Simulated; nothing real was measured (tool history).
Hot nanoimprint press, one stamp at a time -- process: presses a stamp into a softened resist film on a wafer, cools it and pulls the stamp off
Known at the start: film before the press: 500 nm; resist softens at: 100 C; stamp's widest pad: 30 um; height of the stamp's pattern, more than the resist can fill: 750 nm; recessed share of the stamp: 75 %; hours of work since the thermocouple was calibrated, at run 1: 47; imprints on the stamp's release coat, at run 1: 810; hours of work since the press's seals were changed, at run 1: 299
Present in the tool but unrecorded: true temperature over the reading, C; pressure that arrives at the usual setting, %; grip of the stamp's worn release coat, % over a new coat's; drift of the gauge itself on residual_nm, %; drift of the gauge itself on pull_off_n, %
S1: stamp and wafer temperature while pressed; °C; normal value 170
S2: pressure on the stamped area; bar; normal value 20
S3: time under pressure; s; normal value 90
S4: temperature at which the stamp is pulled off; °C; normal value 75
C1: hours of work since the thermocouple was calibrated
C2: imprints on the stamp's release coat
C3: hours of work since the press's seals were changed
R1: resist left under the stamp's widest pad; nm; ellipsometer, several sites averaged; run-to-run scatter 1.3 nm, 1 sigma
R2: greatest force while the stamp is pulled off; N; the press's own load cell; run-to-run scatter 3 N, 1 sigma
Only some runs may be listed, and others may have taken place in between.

{"run": 1, "hour": 0.0, "S1": 170, "S2": 20, "S3": 90, "S4": 75, "C1": 47, "C2": 810, "C3": 299, "R1": 203.3, "R2": 190}
{"hour": 14.8, "done": "stamp cleaned and given a new release coat"}
{"run": 2, "hour": 26.1, "S1": 170, "S2": 20, "S3": 90, "S4": 60, "C1": 55, "C2": 37, "C3": 307, "R1": 204, "R2": 196}
{"run": 3, "hour": 36.8, "S1": 170, "S2": 20, "S3": 90, "S4": 60, "C1": 60, "C2": 72, "C3": 311, "R1": 205.2, "R2": 194}
{"run": 4, "hour": 55.7, "S1": 170, "S2": 20, "S3": 90, "S4": 60, "C1": 67, "C2": 135, "C3": 319, "R1": 201.6, "R2": 196}
{"run": 5, "hour": 68.0, "S1": 170, "S2": 20, "S3": 90, "S4": 60, "C1": 73, "C2": 175, "C3": 324, "R1": 202.6, "R2": 197}
{"run": 6, "hour": 84.7, "S1": 170, "S2": 20, "S3": 90, "S4": 75, "C1": 79, "C2": 230, "C3": 331, "R1": 204.6, "R2": 170}
{"run": 7, "hour": 104.4, "S1": 170, "S2": 20, "S3": 149, "S4": 75, "C1": 88, "C2": 295, "C3": 339, "R1": 170.9, "R2": 169}
{"run": 8, "hour": 117.2, "S1": 170, "S2": 20, "S3": 149, "S4": 75, "C1": 93, "C2": 337, "C3": 345, "R1": 169, "R2": 174}
{"hour": 121.6, "done": "plate thermocouple calibrated"}
{"run": 9, "hour": 130.2, "S1": 170, "S2": 20, "S3": 149, "S4": 75, "C1": 4, "C2": 370, "C3": 349, "R1": 171.5, "R2": 176}
{"run": 10, "hour": 142.2, "S1": 170, "S2": 20, "S3": 116, "S4": 75, "C1": 9, "C2": 409, "C3": 354, "R1": 188.6, "R2": 182}
{"run": 11, "hour": 157.4, "S1": 170, "S2": 20, "S3": 116, "S4": 75, "C1": 15, "C2": 459, "C3": 360, "R1": 188, "R2": 176}
{"run": 12, "hour": 171.0, "S1": 170, "S2": 20, "S3": 116, "S4": 75, "C1": 20, "C2": 504, "C3": 366, "R1": 187, "R2": 188}
{"run": 13, "hour": 188.9, "S1": 170, "S2": 20, "S3": 90, "S4": 75, "C1": 28, "C2": 563, "C3": 373, "R1": 204.8, "R2": 178}
{"hour": 210.6, "done": "plate thermocouple calibrated, once more"}
{"run": 14, "hour": 212.4, "S1": 166, "S2": 15, "S3": 66, "S4": 81, "C1": 1, "C2": 630, "C3": 381, "R1": 288, "R2": 169}
{"run": 15, "hour": 220.8, "S1": 166, "S2": 29.5, "S3": 66, "S4": 81, "C1": 4, "C2": 658, "C3": 385, "R1": 212.7, "R2": 171}
{"run": 16, "hour": 233.8, "S1": 170, "S2": 20, "S3": 61, "S4": 75, "C1": 10, "C2": 700, "C3": 390, "R1": 230, "R2": 178}
{"run": 17, "hour": 244.3, "S1": 174, "S2": 30.9, "S3": 90, "S4": 75, "C1": 14, "C2": 735, "C3": 395, "R1": 138.4, "R2": 182}
{"run": 18, "hour": 254.9, "S1": 174, "S2": 30.9, "S3": 90, "S4": 75, "C1": 18, "C2": 770, "C3": 399, "R1": 140.1, "R2": 180}
{"run": 19, "hour": 263.4, "S1": 174, "S2": 30.9, "S3": 90, "S4": 75, "C1": 22, "C2": 798, "C3": 403, "R1": 137, "R2": 187}
{"hour": 281.3, "done": "stamp cleaned and given a new release coat"}
{"run": 20, "hour": 290.2, "S1": 165, "S2": 30.9, "S3": 49, "S4": 71, "C1": 30, "C2": 29, "C3": 411, "R1": 238.5, "R2": 171}
{"run": 21, "hour": 308.4, "S1": 175, "S2": 21.6, "S3": 49, "S4": 71, "C1": 38, "C2": 89, "C3": 419, "R1": 205.7, "R2": 174}
{"run": 22, "hour": 317.2, "S1": 170, "S2": 26.2, "S3": 45, "S4": 75, "C1": 42, "C2": 118, "C3": 422, "R1": 226.8, "R2": 167}
{"run": 23, "hour": 331.6, "S1": 158, "S2": 20.3, "S3": 67, "S4": 82, "C1": 48, "C2": 165, "C3": 428, "R1": 324.9, "R2": 159}
{"run": 24, "hour": 345.7, "S1": 158, "S2": 20.3, "S3": 67, "S4": 82, "C1": 53, "C2": 212, "C3": 434, "R1": 323, "R2": 159}
{"run": 25, "hour": 357.0, "S1": 158, "S2": 27.7, "S3": 128, "S4": 82, "C1": 58, "C2": 249, "C3": 439, "R1": 236.1, "R2": 168}
{"run": 26, "hour": 369.7, "S1": 170, "S2": 20, "S3": 68, "S4": 75, "C1": 63, "C2": 290, "C3": 444, "R1": 221.9, "R2": 172}

Alternative continuations, all from the tool just after run 26; predict every row:
{"run": "A", "hour": 379.3, "S1": 170, "S2": 20, "S3": 164, "S4": 75, "C1": 67, "C2": 322, "C3": 448, "R1": "?", "R2": "?"}
{"run": "B", "hour": 379.3, "S1": 170, "S2": 15.3, "S3": 68, "S4": 75, "C1": 67, "C2": 322, "C3": 448, "R1": "?", "R2": "?"}
{"run": "C", "hour": 379.3, "S1": 170, "S2": 21.5, "S3": 90, "S4": 77, "C1": 67, "C2": 322, "C3": 448, "R1": "?", "R2": "?"}

run=A R1=158.6 R2=175
run=B R1=252.4 R2=175
run=C R1=195.5 R2=169
Stripped of hidden state, with their random variation kept, the same runs would have yielded:
run=A R1=155.6 R2=168
run=B R1=249.5 R2=168
run=C R1=191.6 R2=163
